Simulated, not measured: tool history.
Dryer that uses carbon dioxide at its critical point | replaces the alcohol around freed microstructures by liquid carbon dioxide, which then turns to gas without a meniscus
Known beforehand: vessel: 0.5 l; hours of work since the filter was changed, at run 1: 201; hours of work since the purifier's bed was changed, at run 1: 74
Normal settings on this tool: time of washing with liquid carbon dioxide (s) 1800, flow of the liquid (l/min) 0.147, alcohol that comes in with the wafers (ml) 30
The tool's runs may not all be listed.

run     day  time of washing with liquid carbon dioxide (s)  flow of the liquid (l/min)  alcohol that comes in with the wafers (ml)  hours of work since the filter was changed  hours of work since the purifier's bed was changed  alcohol left in the vessel before it's heated (ppm by volume)
  1       0                                            1800                       0.147                                          30                                         201                                                  74                                                             34
  2   0.283                                            1800                       0.147                                          30                                         204                                                  77                                                             36
  3   0.733                                            1800                       0.147                                          89                                         209                                                  82                                                             91
  4   1.258                                            1800                       0.147                                          89                                         214                                                  87                                                             86
  5     1.5                                            1800                       0.147                                          89                                         216                                                  89                                                             83
  6   1.888                                            1800                       0.147                                          89                                         220                                                  93                                                             88
  7   2.329                                            1800                       0.147                                          89                                         225                                                  97                                                             83
  8   2.562                                            1800                       0.147                                          89                                         227                                                 100                                                             88
  9   2.975                                            2700                       0.147                                          30                                         231                                                 104                                                             16
 10   3.333                                            1800                       0.142                                          30                                         234                                                 107                                                             48
 11    3.85                                            1800                       0.142                                          30                                         240                                                 113                                                             51
 12    4.35                                            1800                       0.142                                          30                                         245                                                 118                                                             53
 13   4.762                                            1800                       0.142                                          30                                         249                                                 122                                                             52
 14   5.025                                            1800                       0.142                                          30                                         251                                                 124                                                             55
 15   5.304                                            1800                       0.147                                          30                                         254                                                 127                                                             45
 16   5.533                                            1800                       0.147                                          30                                         256                                                 129                                                             52
 17    5.85                                            1800                       0.147                                          30                                         260                                                 132                                                             45
 18   6.104                                            1800                       0.147                                          30                                         262                                                 135                                                             42
 19     6.4                                            1800                       0.147                                          30                                         265                                                 138                                                             49
 20   6.875                                            1800                       0.147                                          30                                         270                                                 143                                                             57
 21   7.204                                            1800                       0.147                                          30                                         273                                                 146                                                             49
 22   7.746                                            1800                       0.147                                          30                                         278                                                 151                                                             40
 23   8.017                                            1800                       0.147                                          30                                         281                                                 154                                                             54
 24     8.4                                            1800                       0.147                                          30                                         285                                                 158                                                             52
 25   8.792                                            1800                       0.147                                          30                                         289                                                 162                                                             59
 26   9.321                                            1620                       0.147                                          96                                         294                                                 167                                                            201
 27   9.638                                            1620                       0.104                                          30                                         297                                                 170                                                            424
 28   9.908                                            1380                       0.114                                          61                                         300                                                 173                                                           1168
 29  10.371                                            1380                       0.114                                          61                                         305                                                 177                                                           1193
 30  10.804                                            1620                       0.158                                          26                                         309                                                 182                                                             64
 31  11.175                                            2100                       0.182                                          51                                         313                                                 185                                                             25
 32  11.696                                            2100                       0.182                                          51                                         318                                                 191                                                             34
 33  12.125                                            2100                       0.182                                          51                                         322                                                 195                                                             36
 34  12.488                                            2700                       0.236                                          46                                         326                                                 199                                                             35
 35  13.004                                            2100                       0.205                                          48                                         331                                                 204                                                             29
 36  13.246                                            2100                       0.205                                          20                                         333                                                 206                                                             37
 37  13.571                                            2100                       0.205                                          20                                         336                                                 209                                                             36
 38    13.8                                            2880                       0.223                                         107                                         339                                                 212                                                             31
 39  14.108                                            1800                       0.205                                          30                                         342                                                 215                                                             39

Forecast run 40:
 40  14.529                                            1860                       0.215                                          99                                         346                                                 219                                                              ?

alcohol left in the vessel before it's heated (ppm by volume): 53
With the hidden condition absent and the run-to-run variation left alone, this run would have shown alcohol left in the vessel before it's heated (ppm by volume) 18.
